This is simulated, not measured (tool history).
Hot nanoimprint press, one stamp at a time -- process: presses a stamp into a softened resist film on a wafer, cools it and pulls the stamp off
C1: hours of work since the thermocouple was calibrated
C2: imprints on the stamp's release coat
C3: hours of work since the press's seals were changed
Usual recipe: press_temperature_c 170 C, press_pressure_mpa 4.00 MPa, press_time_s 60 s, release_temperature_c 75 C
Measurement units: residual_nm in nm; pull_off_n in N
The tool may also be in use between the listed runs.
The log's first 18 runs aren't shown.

{"run": 19, "hour": 176.1, "press_temperature_c": 179, "press_pressure_mpa": 2.79, "press_time_s": 39, "release_temperature_c": 63, "C1": 219, "C2": 284, "C3": 279, "residual_nm": 168.3, "pull_off_n": 258}
{"run": 20, "hour": 188.7, "press_temperature_c": 166, "press_pressure_mpa": 2.71, "press_time_s": 77, "release_temperature_c": 75, "C1": 228, "C2": 342, "C3": 289, "residual_nm": 199.2, "pull_off_n": 231}
{"run": 21, "hour": 202.0, "press_temperature_c": 163, "press_pressure_mpa": 4.0, "press_time_s": 63, "release_temperature_c": 63, "C1": 238, "C2": 402, "C3": 298, "residual_nm": 204.1, "pull_off_n": 262}
{"run": 22, "hour": 214.0, "press_temperature_c": 171, "press_pressure_mpa": 3.7, "press_time_s": 97, "release_temperature_c": 63, "C1": 246, "C2": 457, "C3": 307, "residual_nm": 132.0, "pull_off_n": 257}
{"run": 23, "hour": 220.5, "press_temperature_c": 171, "press_pressure_mpa": 3.7, "press_time_s": 97, "release_temperature_c": 63, "C1": 251, "C2": 487, "C3": 312, "residual_nm": 132.3, "pull_off_n": 265}
{"run": 24, "hour": 232.4, "press_temperature_c": 171, "press_pressure_mpa": 3.7, "press_time_s": 97, "release_temperature_c": 63, "C1": 260, "C2": 542, "C3": 320, "residual_nm": 132.1, "pull_off_n": 267}
{"run": 25, "hour": 240.0, "press_temperature_c": 170, "press_pressure_mpa": 4.0, "press_time_s": 87, "release_temperature_c": 62, "C1": 265, "C2": 576, "C3": 326, "residual_nm": 138.6, "pull_off_n": 271}
{"run": 26, "hour": 247.6, "press_temperature_c": 170, "press_pressure_mpa": 4.1, "press_time_s": 46, "release_temperature_c": 62, "C1": 271, "C2": 611, "C3": 331, "residual_nm": 178.7, "pull_off_n": 281}
{"run": 27, "hour": 254.7, "press_temperature_c": 159, "press_pressure_mpa": 3.29, "press_time_s": 37, "release_temperature_c": 71, "C1": 276, "C2": 643, "C3": 336, "residual_nm": 290.2, "pull_off_n": 249}
{"run": 28, "hour": 267.2, "press_temperature_c": 179, "press_pressure_mpa": 6.05, "press_time_s": 46, "release_temperature_c": 71, "C1": 285, "C2": 700, "C3": 345, "residual_nm": 109.4, "pull_off_n": 253}
{"run": 29, "hour": 273.5, "press_temperature_c": 179, "press_pressure_mpa": 6.05, "press_time_s": 46, "release_temperature_c": 71, "C1": 289, "C2": 729, "C3": 350, "residual_nm": 110.0, "pull_off_n": 255}
{"run": 30, "hour": 279.6, "press_temperature_c": 170, "press_pressure_mpa": 4.0, "press_time_s": 101, "release_temperature_c": 75, "C1": 294, "C2": 757, "C3": 354, "residual_nm": 129.4, "pull_off_n": 235}

Each row is a separate what-if for the run after 30, all from the same tool condition, not one after another. Results?
{"run": "A", "hour": 292.8, "press_temperature_c": 170, "press_pressure_mpa": 4.0, "press_time_s": 80, "release_temperature_c": 76, "C1": 303, "C2": 817, "C3": 364, "residual_nm": "?", "pull_off_n": "?"}
{"run": "B", "hour": 292.8, "press_temperature_c": 180, "press_pressure_mpa": 4.0, "press_time_s": 101, "release_temperature_c": 81, "C1": 303, "C2": 817, "C3": 364, "residual_nm": "?", "pull_off_n": "?"}
{"run": "C", "hour": 292.8, "press_temperature_c": 167, "press_pressure_mpa": 2.45, "press_time_s": 33, "release_temperature_c": 75, "C1": 303, "C2": 817, "C3": 364, "residual_nm": "?", "pull_off_n": "?"}
{"run": "D", "hour": 292.8, "press_temperature_c": 170, "press_pressure_mpa": 4.0, "press_time_s": 60, "release_temperature_c": 70, "C1": 303, "C2": 817, "C3": 364, "residual_nm": "?", "pull_off_n": "?"}

run=A residual_nm=144.2 pull_off_n=243
run=B residual_nm=90.3 pull_off_n=229
run=C residual_nm=263.9 pull_off_n=246
run=D residual_nm=161.5 pull_off_n=257
With the hidden condition removed and each run's random variation left untouched, the same runs would have given:
run=A residual_nm=148.0 pull_off_n=216
run=B residual_nm=92.4 pull_off_n=205
run=C residual_nm=269.0 pull_off_n=219
run=D residual_nm=165.6 pull_off_n=229
